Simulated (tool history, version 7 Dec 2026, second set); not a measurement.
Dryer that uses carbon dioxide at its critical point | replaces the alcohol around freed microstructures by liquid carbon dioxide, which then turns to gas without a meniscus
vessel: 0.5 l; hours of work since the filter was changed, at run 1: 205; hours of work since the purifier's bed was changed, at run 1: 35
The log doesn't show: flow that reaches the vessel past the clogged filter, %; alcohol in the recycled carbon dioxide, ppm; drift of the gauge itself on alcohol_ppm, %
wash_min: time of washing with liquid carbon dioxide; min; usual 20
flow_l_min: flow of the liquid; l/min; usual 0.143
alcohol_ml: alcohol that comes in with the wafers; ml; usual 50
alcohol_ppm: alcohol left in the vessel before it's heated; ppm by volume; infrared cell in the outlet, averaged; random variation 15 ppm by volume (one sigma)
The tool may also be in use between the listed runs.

run,hour,wash_min,flow_l_min,alcohol_ml,hours of work since the filter was changed,hours of work since the purifier's bed was changed,alcohol_ppm
1,0.0,20,0.143,50,205,35,1583
2,8.8,20,0.143,50,211,41,1627
3,17.5,20,0.112,50,217,47,4257
4,28.1,20,0.112,50,224,54,4295
5,37.3,20,0.112,50,230,61,4303
6,44.9,27,0.112,50,236,66,1477
7,52.7,27,0.112,30,241,71,889
8,62.8,20,0.143,50,248,78,1787
9,72.4,20,0.213,50,254,84,221
10,84.4,20,0.132,50,262,93,2594
11,93.2,20,0.132,50,268,99,2538
12,101.0,20,0.132,50,274,104,2638
13,109.8,20,0.132,21,280,110,1133
14,121.4,31,0.143,50,287,118,235
15,131.1,31,0.143,50,294,124,245
16,137.9,31,0.143,50,299,129,240
17,143.7,31,0.143,50,303,133,248
18,154.7,31,0.143,50,310,140,261
19,160.8,20,0.210,50,314,144,298
20,170.0,12,0.143,50,320,151,9957
21,176.1,20,0.143,50,325,155,2092
22,185.9,20,0.143,50,331,161,2178
23,196.9,20,0.160,50,339,169,1337
24,202.6,20,0.160,50,343,173,1353
25,211.7,19,0.121,58,349,179,5680
26,216.8,21,0.149,55,352,182,1683
# hour 219.3: inlet filter changed
27,227.6,27,0.149,35,6,189,110
28,239.5,17,0.143,51,14,197,2011
29,252.3,20,0.121,118,22,206,4907
30,259.7,23,0.143,44,27,211,461
31,265.4,23,0.143,44,31,215,464
32,276.1,23,0.143,44,39,222,487
33,282.2,23,0.143,44,43,226,480
34,291.6,15,0.123,37,49,233,3979
35,300.0,13,0.104,20,55,238,4978
36,306.2,21,0.209,27,59,242,81
37,318.0,28,0.143,57,67,250,244
38,327.8,28,0.143,57,74,257,247
39,339.0,28,0.143,57,81,265,254
40,348.4,24,0.151,50,88,271,371
41,357.2,29,0.094,47,94,277,1561
42,369.9,20,0.163,40,102,286,522
43,380.4,20,0.093,40,109,293,4973
44,386.6,28,0.143,85,114,297,398
45,395.1,28,0.143,26,119,303,152
46,401.9,26,0.143,38,124,307,299
47,410.5,23,0.104,96,130,313,5291
48,417.8,23,0.104,96,135,318,5554

Hidden state or all else? Some run-to-run changes of alcohol_ppm, split into what the settings, what came in and random variation would give without the hidden state, and what is left for the hidden state (with any gauge scatter that isn't in both results):
Run 19 -> 20: wash_min 20 -> 12, flow_l_min 0.210 -> 0.143. alcohol_ppm +9659 ppm by volume: hidden state +3653, all else +6006.
Run 20 -> 21: wash_min 12 -> 20. alcohol_ppm -7865 ppm by volume: hidden state -2684, all else -5181.
Run 24 -> 25: wash_min 20 -> 19, flow_l_min 0.160 -> 0.121, alcohol_ml 50 -> 58. alcohol_ppm +4327 ppm by volume: hidden state +2021, all else +2306.
Run 46 -> 47: wash_min 26 -> 23, flow_l_min 0.143 -> 0.104, alcohol_ml 38 -> 96. alcohol_ppm +4992 ppm by volume: hidden state +1150, all else +3842.
